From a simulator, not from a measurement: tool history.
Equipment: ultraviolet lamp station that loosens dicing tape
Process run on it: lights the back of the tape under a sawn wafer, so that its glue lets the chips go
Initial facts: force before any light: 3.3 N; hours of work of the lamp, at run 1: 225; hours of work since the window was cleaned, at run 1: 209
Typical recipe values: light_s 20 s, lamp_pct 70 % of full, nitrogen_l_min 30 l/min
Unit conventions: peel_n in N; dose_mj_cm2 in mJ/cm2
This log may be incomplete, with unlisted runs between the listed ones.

run,hour,light_s,lamp_pct,nitrogen_l_min,hours of work of the lamp,hours of work since the window was cleaned,peel_n,dose_mj_cm2
1,0,20,70,30,225,209,0.632,393
2,8.2,20,70,30,229,214,0.629,393
3,15.9,20,72,30,234,219,0.609,403
4,25.2,20,70,30,239,224,0.629,391
5,35.3,20,70,30,245,230,0.627,391
6,45.7,20,70,30,251,236,0.617,387
7,57.4,20,70,30,258,243,0.643,383
8,64,13,70,30,262,247,1.105,247
9,74.7,13,70,30,268,253,1.094,245
10,80.2,13,70,30,271,256,1.074,246
11,86.6,13,70,30,275,260,1.105,248
# hour 96.4: window cleaned of glue's vapour
12,97.2,20,70,30,281,0,0.708,359
13,108.1,17,70,30,287,7,0.897,306
14,114.2,23,70,30,291,10,0.612,412
15,122.3,23,70,30,295,15,0.597,409
# hour 130.7: window cleaned of glue's vapour, once more
16,133.7,20,70,30,302,2,0.504,448
17,143.5,20,70,30,307,7,0.522,446
18,155.1,20,70,30,314,14,0.511,442
19,161.7,21,70,30,318,18,0.474,466
20,171.7,20,70,42,324,24,0.446,441
21,180.1,20,70,15,328,29,0.729,442
22,187.9,12,69,11,333,33,1.473,261
23,194.6,12,69,11,337,37,1.483,255
24,204.8,20,91,52,343,43,0.29,567
25,212,20,91,52,347,47,0.296,560
26,216.8,20,70,49,350,50,0.433,433
27,222.1,20,70,49,353,53,0.449,433
28,233,31,70,49,359,59,0.241,668
29,241.1,40,70,17,364,64,0.255,858
30,249.9,32,99,11,369,69,0.278,960
31,258.8,20,84,15,374,74,0.587,514
32,269,20,84,15,380,80,0.603,498
33,277.3,26,62,30,385,85,0.468,480
34,282.5,26,98,35,388,88,0.231,757
35,287.8,26,66,35,391,91,0.38,513
36,296.4,20,70,49,396,96,0.476,415
37,303.3,20,70,49,400,100,0.47,417
38,312.8,29,65,29,405,105,0.378,555
39,320.6,16,81,52,410,110,0.518,383

Take each entry between the runs: how does the hidden state at the last listed run before it differ from the hidden state at the first listed run after it?
Between runs 11 and 12: window cleaned of glue's vapour (hour 96.4)
  lamp's light, % of a new lamp's: 93.5 -> 93.3; light that the window lets through, % of a clean one's: 82.6 -> 79
  measured result minus the result with no hidden state, peel_n: +0.282 -> +0.255 N; dose_mj_cm2: -72 -> -128 mJ/cm2
Between runs 15 and 16: window cleaned of glue's vapour, once more (hour 130.7)
  lamp's light, % of a new lamp's: 93 -> 92.9; light that the window lets through, % of a clean one's: 78.1 -> 99
  measured result minus the result with no hidden state, peel_n: +0.227 -> +0.059 N; dose_mj_cm2: -155 -> -39 mJ/cm2
